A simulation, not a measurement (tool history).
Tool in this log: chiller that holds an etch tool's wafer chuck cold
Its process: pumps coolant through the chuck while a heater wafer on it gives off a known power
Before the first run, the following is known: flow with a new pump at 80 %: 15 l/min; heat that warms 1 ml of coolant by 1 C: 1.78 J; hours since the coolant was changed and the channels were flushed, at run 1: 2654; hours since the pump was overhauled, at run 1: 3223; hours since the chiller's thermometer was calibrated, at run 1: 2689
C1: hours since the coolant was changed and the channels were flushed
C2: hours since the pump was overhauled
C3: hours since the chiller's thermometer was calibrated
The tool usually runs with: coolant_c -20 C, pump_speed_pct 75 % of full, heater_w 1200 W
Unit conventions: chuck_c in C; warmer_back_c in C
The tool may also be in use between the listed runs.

run 1 hour=0.0 | coolant_c=-20 pump_speed_pct=75 heater_w=1200 | C1=2654 C2=3223 C3=2689 | chuck_c=-8.6 warmer_back_c=3.02
run 2 hour=59.2 | coolant_c=-20 pump_speed_pct=75 heater_w=1200 | C1=2713 C2=3283 C3=2748 | chuck_c=-8.2 warmer_back_c=3.00
run 3 hour=127.5 | coolant_c=-20 pump_speed_pct=75 heater_w=1200 | C1=2782 C2=3351 C3=2816 | chuck_c=-8.3 warmer_back_c=3.04
run 4 hour=179.0 | coolant_c=-20 pump_speed_pct=75 heater_w=1200 | C1=2833 C2=3402 C3=2868 | chuck_c=-8.5 warmer_back_c=3.07
run 5 hour=232.4 | coolant_c=-20 pump_speed_pct=75 heater_w=1200 | C1=2887 C2=3456 C3=2921 | chuck_c=-8.2 warmer_back_c=3.07
run 6 hour=309.1 | coolant_c=-20 pump_speed_pct=75 heater_w=1200 | C1=2963 C2=3532 C3=2998 | chuck_c=-8.2 warmer_back_c=3.00
run 7 hour=377.9 | coolant_c=-20 pump_speed_pct=75 heater_w=1200 | C1=3032 C2=3601 C3=3066 | chuck_c=-8.1 warmer_back_c=3.05
run 8 hour=441.1 | coolant_c=-20 pump_speed_pct=75 heater_w=1200 | C1=3095 C2=3664 C3=3130 | chuck_c=-8.3 warmer_back_c=3.07
run 9 hour=492.9 | coolant_c=-20 pump_speed_pct=75 heater_w=1200 | C1=3147 C2=3716 C3=3181 | chuck_c=-8.1 warmer_back_c=3.05
run 10 hour=540.7 | coolant_c=-20 pump_speed_pct=75 heater_w=679 | C1=3195 C2=3764 C3=3229 | chuck_c=-13.4 warmer_back_c=1.70
run 11 hour=605.8 | coolant_c=-20 pump_speed_pct=75 heater_w=743 | C1=3260 C2=3829 C3=3294 | chuck_c=-12.9 warmer_back_c=1.87
-- hour=611.1 chiller's thermometer calibrated
run 12 hour=666.1 | coolant_c=-28 pump_speed_pct=71 heater_w=743 | C1=3319 C2=3888 C3=55 | chuck_c=-20.4 warmer_back_c=1.97
run 13 hour=748.9 | coolant_c=-20 pump_speed_pct=75 heater_w=1200 | C1=3402 C2=3971 C3=138 | chuck_c=-8.5 warmer_back_c=3.05
run 14 hour=804.7 | coolant_c=-17 pump_speed_pct=83 heater_w=762 | C1=3458 C2=4027 C3=194 | chuck_c=-10.4 warmer_back_c=1.76
run 15 hour=857.3 | coolant_c=-12 pump_speed_pct=61 heater_w=1200 | C1=3510 C2=4080 C3=246 | chuck_c=2.3 warmer_back_c=3.82
run 16 hour=921.2 | coolant_c=-15 pump_speed_pct=75 heater_w=1731 | C1=3574 C2=4144 C3=310 | chuck_c=2.2 warmer_back_c=4.47
-- hour=932.8 chiller's thermometer calibrated, once more
run 17 hour=1007.5 | coolant_c=-15 pump_speed_pct=75 heater_w=1731 | C1=3660 C2=4229 C3=75 | chuck_c=2.5 warmer_back_c=4.43
run 18 hour=1086.3 | coolant_c=-21 pump_speed_pct=93 heater_w=1731 | C1=3738 C2=4308 C3=154 | chuck_c=-6.6 warmer_back_c=3.50
run 19 hour=1135.6 | coolant_c=-14 pump_speed_pct=60 heater_w=1200 | C1=3788 C2=4357 C3=203 | chuck_c=1.1 warmer_back_c=3.89

Below are 3 alternative next runs, each starting from the tool's condition after run 19. Predict each:
run A hour=1192.9 | coolant_c=-14 pump_speed_pct=71 heater_w=1478 | C1=3845 C2=4414 C3=260 | chuck_c=? warmer_back_c=?
run B hour=1192.9 | coolant_c=-20 pump_speed_pct=75 heater_w=1619 | C1=3845 C2=4414 C3=260 | chuck_c=? warmer_back_c=?
run C hour=1192.9 | coolant_c=-14 pump_speed_pct=60 heater_w=642 | C1=3845 C2=4414 C3=260 | chuck_c=? warmer_back_c=?

run=A chuck_c=1.8 warmer_back_c=3.96
run=B chuck_c=-3.6 warmer_back_c=4.11
run=C chuck_c=-5.9 warmer_back_c=2.07
Had the tool no hidden state, the same runs would have come out as:
run=A chuck_c=-0.1 warmer_back_c=3.72
run=B chuck_c=-5.6 warmer_back_c=3.86
run=C chuck_c=-6.9 warmer_back_c=1.94
